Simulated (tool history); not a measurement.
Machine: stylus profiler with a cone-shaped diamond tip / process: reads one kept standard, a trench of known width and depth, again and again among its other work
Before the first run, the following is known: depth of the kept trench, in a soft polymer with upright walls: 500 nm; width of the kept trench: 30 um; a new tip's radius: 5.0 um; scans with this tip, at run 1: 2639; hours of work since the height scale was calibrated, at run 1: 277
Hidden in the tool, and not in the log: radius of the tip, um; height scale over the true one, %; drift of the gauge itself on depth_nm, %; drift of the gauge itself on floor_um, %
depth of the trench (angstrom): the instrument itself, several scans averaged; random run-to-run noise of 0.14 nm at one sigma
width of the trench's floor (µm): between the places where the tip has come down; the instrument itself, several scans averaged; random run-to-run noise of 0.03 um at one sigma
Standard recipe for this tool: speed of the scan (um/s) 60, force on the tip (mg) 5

run,day,speed of the scan (um/s),force on the tip (mg),scans with this tip,hours of work since the height scale was calibrated,depth of the trench (angstrom),width of the trench's floor (µm)
1,0,60,5,2639,277,5124.8,25
2,0.646,60,5,2704,284,5122.9,24.94
3,1.625,60,5,2803,294,5126.4,24.95
4,2.888,60,5,2931,308,5125.7,24.95
5,4.025,60,5,3046,320,5126.4,25.02
6,4.65,60,5,3109,326,5126.3,24.96
7,5.8,60,13.17,3225,339,5237.2,25.03
8,6.85,60,5,3332,350,5127.6,24.84
9,7.767,60,5,3424,360,5125.9,24.88
10,9.029,60,5,3552,373,5127.1,24.91
11,10.458,75,4.28,3696,388,5115.7,24.8
12,11.604,75,4.28,3812,400,5116.7,24.81
13,12.429,75,5.58,3895,409,5137.9,24.8
14,13.421,141,3.76,3996,420,5109.8,24.44
15,14.238,19,3.64,4078,428,5106,24.97

Run 16, settings as shown, results not yet in. Your forecast:
16,15.654,19,3.64,4221,443,?,?

For run 16 the tool returned depth of the trench (angstrom) 5105.5, width of the trench's floor (µm) 24.95.
Had the tool carried no hidden state, the very same run would have given depth of the trench (angstrom) 5096.9, width of the trench's floor (µm) 25.56.
